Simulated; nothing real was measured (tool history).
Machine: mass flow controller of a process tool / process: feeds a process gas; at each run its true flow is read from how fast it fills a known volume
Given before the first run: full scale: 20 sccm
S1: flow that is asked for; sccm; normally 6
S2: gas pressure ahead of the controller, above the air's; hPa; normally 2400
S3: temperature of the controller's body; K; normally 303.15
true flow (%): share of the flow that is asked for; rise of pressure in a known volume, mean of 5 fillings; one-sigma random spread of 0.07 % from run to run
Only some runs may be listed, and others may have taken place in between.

{"run": 1, "hour": 0.0, "S1": 6, "S2": 2400, "S3": 303.15, "true flow (%)": 98.24}
{"run": 2, "hour": 69.0, "S1": 6, "S2": 2400, "S3": 303.15, "true flow (%)": 98.19}
{"run": 3, "hour": 193.9, "S1": 6, "S2": 2400, "S3": 296.15, "true flow (%)": 97.45}
{"run": 4, "hour": 285.0, "S1": 6, "S2": 2400, "S3": 296.15, "true flow (%)": 97.58}
{"run": 5, "hour": 421.0, "S1": 6, "S2": 2400, "S3": 296.15, "true flow (%)": 97.73}
{"run": 6, "hour": 484.5, "S1": 6, "S2": 1660, "S3": 296.15, "true flow (%)": 97.85}
{"run": 7, "hour": 593.1, "S1": 6, "S2": 1660, "S3": 296.15, "true flow (%)": 98.02}
{"run": 8, "hour": 713.1, "S1": 6, "S2": 1660, "S3": 296.15, "true flow (%)": 98.07}
{"run": 9, "hour": 829.1, "S1": 6, "S2": 1660, "S3": 296.15, "true flow (%)": 98.14}
{"run": 10, "hour": 978.5, "S1": 6, "S2": 1660, "S3": 296.15, "true flow (%)": 98.2}
{"run": 11, "hour": 1075.4, "S1": 6, "S2": 1660, "S3": 296.15, "true flow (%)": 98.32}
{"run": 12, "hour": 1230.9, "S1": 6, "S2": 2400, "S3": 303.15, "true flow (%)": 98.71}
{"run": 13, "hour": 1360.7, "S1": 6, "S2": 2400, "S3": 303.15, "true flow (%)": 98.7}
{"run": 14, "hour": 1444.0, "S1": 6, "S2": 2400, "S3": 303.15, "true flow (%)": 98.81}
{"run": 15, "hour": 1556.9, "S1": 6, "S2": 2400, "S3": 303.15, "true flow (%)": 98.78}
{"run": 16, "hour": 1633.1, "S1": 6, "S2": 2400, "S3": 303.15, "true flow (%)": 98.74}
{"run": 17, "hour": 1710.8, "S1": 6, "S2": 2400, "S3": 303.15, "true flow (%)": 98.85}
{"run": 18, "hour": 1804.6, "S1": 6, "S2": 2400, "S3": 303.15, "true flow (%)": 98.92}
{"run": 19, "hour": 1885.3, "S1": 6, "S2": 2110, "S3": 303.15, "true flow (%)": 99.05}
{"run": 20, "hour": 1982.2, "S1": 6, "S2": 2110, "S3": 303.15, "true flow (%)": 99.21}
{"run": 21, "hour": 2093.2, "S1": 6, "S2": 2110, "S3": 303.15, "true flow (%)": 99.1}
{"run": 22, "hour": 2158.5, "S1": 6, "S2": 2110, "S3": 303.15, "true flow (%)": 99.36}
{"run": 23, "hour": 2222.6, "S1": 6, "S2": 2110, "S3": 303.15, "true flow (%)": 99.16}
{"run": 24, "hour": 2379.5, "S1": 6, "S2": 2110, "S3": 303.15, "true flow (%)": 99.37}
{"run": 25, "hour": 2447.6, "S1": 7, "S2": 2110, "S3": 308.15, "true flow (%)": 100.05}
{"run": 26, "hour": 2605.3, "S1": 7, "S2": 2110, "S3": 308.15, "true flow (%)": 100.14}
{"run": 27, "hour": 2722.6, "S1": 7, "S2": 2110, "S3": 308.15, "true flow (%)": 100.17}
{"run": 28, "hour": 2855.0, "S1": 6, "S2": 1650, "S3": 303.15, "true flow (%)": 99.58}
{"run": 29, "hour": 2976.8, "S1": 18, "S2": 1690, "S3": 308.15, "true flow (%)": 102.02}
{"run": 30, "hour": 3082.5, "S1": 18, "S2": 1690, "S3": 308.15, "true flow (%)": 102.22}
{"run": 31, "hour": 3228.4, "S1": 18, "S2": 1690, "S3": 308.15, "true flow (%)": 102.27}
{"run": 32, "hour": 3358.8, "S1": 19, "S2": 2110, "S3": 308.15, "true flow (%)": 102.29}
{"run": 33, "hour": 3442.1, "S1": 19, "S2": 2110, "S3": 308.15, "true flow (%)": 102.22}
{"run": 34, "hour": 3520.6, "S1": 19, "S2": 2110, "S3": 308.15, "true flow (%)": 100.89}
{"run": 35, "hour": 3661.1, "S1": 9, "S2": 2110, "S3": 308.15, "true flow (%)": 99.38}
{"run": 36, "hour": 3733.3, "S1": 2, "S2": 2800, "S3": 308.15, "true flow (%)": 98.11}
{"run": 37, "hour": 3820.1, "S1": 2, "S2": 1590, "S3": 308.15, "true flow (%)": 98.66}
{"run": 38, "hour": 3916.9, "S1": 4, "S2": 1690, "S3": 299.15, "true flow (%)": 97.89}
{"run": 39, "hour": 4074.9, "S1": 4, "S2": 1690, "S3": 299.15, "true flow (%)": 98.14}
{"run": 40, "hour": 4144.1, "S1": 4, "S2": 1690, "S3": 299.15, "true flow (%)": 98.06}
{"run": 41, "hour": 4276.5, "S1": 3, "S2": 1610, "S3": 311.15, "true flow (%)": 99.22}
{"run": 42, "hour": 4396.6, "S1": 6, "S2": 2400, "S3": 295.15, "true flow (%)": 97.7}
{"run": 43, "hour": 4503.3, "S1": 11, "S2": 1910, "S3": 312.15, "true flow (%)": 100.48}
{"run": 44, "hour": 4583.7, "S1": 8, "S2": 1910, "S3": 312.15, "true flow (%)": 100.1}
{"run": 45, "hour": 4684.4, "S1": 2, "S2": 2440, "S3": 303.15, "true flow (%)": 98.04}
{"run": 46, "hour": 4768.2, "S1": 2, "S2": 2410, "S3": 303.15, "true flow (%)": 98.09}
{"run": 47, "hour": 4850.4, "S1": 2, "S2": 2410, "S3": 303.15, "true flow (%)": 98.2}
{"run": 48, "hour": 4979.6, "S1": 2, "S2": 2410, "S3": 303.15, "true flow (%)": 98.2}

Taken out of this log: 1 entry between the listed runs. Where each belongs, and how the hidden state differs across it:
In the gap between runs 33 and 34: gauge calibrated (hour 3505.7)
  drift of the gauge itself on true_pct, %: 1.37 -> 0.01
  measured result minus the result with no hidden state, true flow (%): +1.38 -> -0.01
